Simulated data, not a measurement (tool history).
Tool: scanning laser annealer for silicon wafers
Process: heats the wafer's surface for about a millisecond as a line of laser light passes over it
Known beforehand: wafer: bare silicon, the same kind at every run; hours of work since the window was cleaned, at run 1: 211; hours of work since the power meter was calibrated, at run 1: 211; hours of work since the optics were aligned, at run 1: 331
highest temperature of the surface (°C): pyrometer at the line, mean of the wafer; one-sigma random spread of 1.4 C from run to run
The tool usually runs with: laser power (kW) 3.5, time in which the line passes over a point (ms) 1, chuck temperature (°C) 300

run   hour  laser power (kW)  time in which the line passes over a point (ms)  chuck temperature (°C)  hours of work since the window was cleaned  hours of work since the power meter was calibrated  hours of work since the optics were aligned  highest temperature of the surface (°C)
  1      0               3.5                                                1                     300                                         211                                                 211                                          331                                     1093
  2    5.7               3.5                                                1                     300                                         215                                                 215                                          335                                     1093
  3   11.1               3.5                                                1                     300                                         219                                                 219                                          339                                     1097
  4   17.4               3.5                                                1                     300                                         223                                                 223                                          343                                     1093
  5   27.8               3.5                                                1                     300                                         230                                                 230                                          350                                     1093
  6   37.9               3.5                                                1                     300                                         237                                                 237                                          357                                     1094
  7   44.6               3.5                                                1                     300                                         242                                                 242                                          362                                     1092
  8   49.1               3.5                                                1                     300                                         245                                                 245                                          365                                     1094
  9     54               3.5                                                1                     300                                         248                                                 248                                          368                                     1094
 10   64.7               3.5                                                1                     300                                         256                                                 256                                          376                                     1095
 11   73.5             3.414                                                1                     300                                         262                                                 262                                          382                                     1075
 12   82.6             3.414                                                1                     300                                         268                                                 268                                          388                                     1074
 13   87.9               3.5                                             0.92                     300                                         272                                                 272                                          392                                     1061
 14   95.4               3.5                                                1                     300                                         277                                                 277                                          397                                     1094
 15  100.4               3.5                                                1                     300                                         281                                                 281                                          401                                     1093
 16  110.9               3.5                                                1                     295                                         288                                                 288                                          408                                     1090
 17  117.6               3.5                                             0.92                     300                                         293                                                 293                                          412                                     1061
 18  126.5               3.5                                             0.92                     300                                         299                                                 299                                          419                                     1062
 19  132.8             3.205                                                1                     265                                         303                                                 303                                          423                                      994
 20    143             3.205                                                1                     265                                         310                                                 310                                          430                                      991
 21  151.3             3.474                                             0.76                     327                                         316                                                 316                                          436                                     1013
 22    157             3.474                                             0.76                     327                                         320                                                 320                                          440                                     1012
 23  162.7             3.777                                             0.78                     300                                         324                                                 324                                          444                                     1056
 24  170.1              3.76                                                1                     300                                         329                                                 329                                          449                                     1155
 25  175.1              3.76                                                1                     300                                         332                                                 332                                          452                                     1152
 26  180.9             3.618                                             1.09                     264                                         336                                                 336                                          456                                     1119
 27  190.1               3.5                                              0.7                     300                                         343                                                 343                                          463                                      966
 28  198.4               3.5                                              0.7                     300                                         348                                                 348                                          468                                      963
 29    203               3.5                                              0.7                     300                                         352                                                 352                                          472                                      962

What if the next run were any one of these 4? Each begins from the tool's condition after run 29:
  A  208.7             3.376                                                1                     300                                         356                                                 356                                          476                                        ?
  B  208.7              3.42                                             0.76                     307                                         356                                                 356                                          476                                        ?
  C  208.7               3.5                                              0.7                     277                                         356                                                 356                                          476                                        ?
  D  208.7             3.255                                                1                     315                                         356                                                 356                                          476                                        ?

run  highest temperature of the surface (°C)
  A                                     1065
  B                                      984
  C                                      942
  D                                     1053
Stripped of hidden state, with their random variation kept, the same runs would have yielded:
run  highest temperature of the surface (°C)
  A                                     1066
  B                                      985
  C                                      943
  D                                     1054

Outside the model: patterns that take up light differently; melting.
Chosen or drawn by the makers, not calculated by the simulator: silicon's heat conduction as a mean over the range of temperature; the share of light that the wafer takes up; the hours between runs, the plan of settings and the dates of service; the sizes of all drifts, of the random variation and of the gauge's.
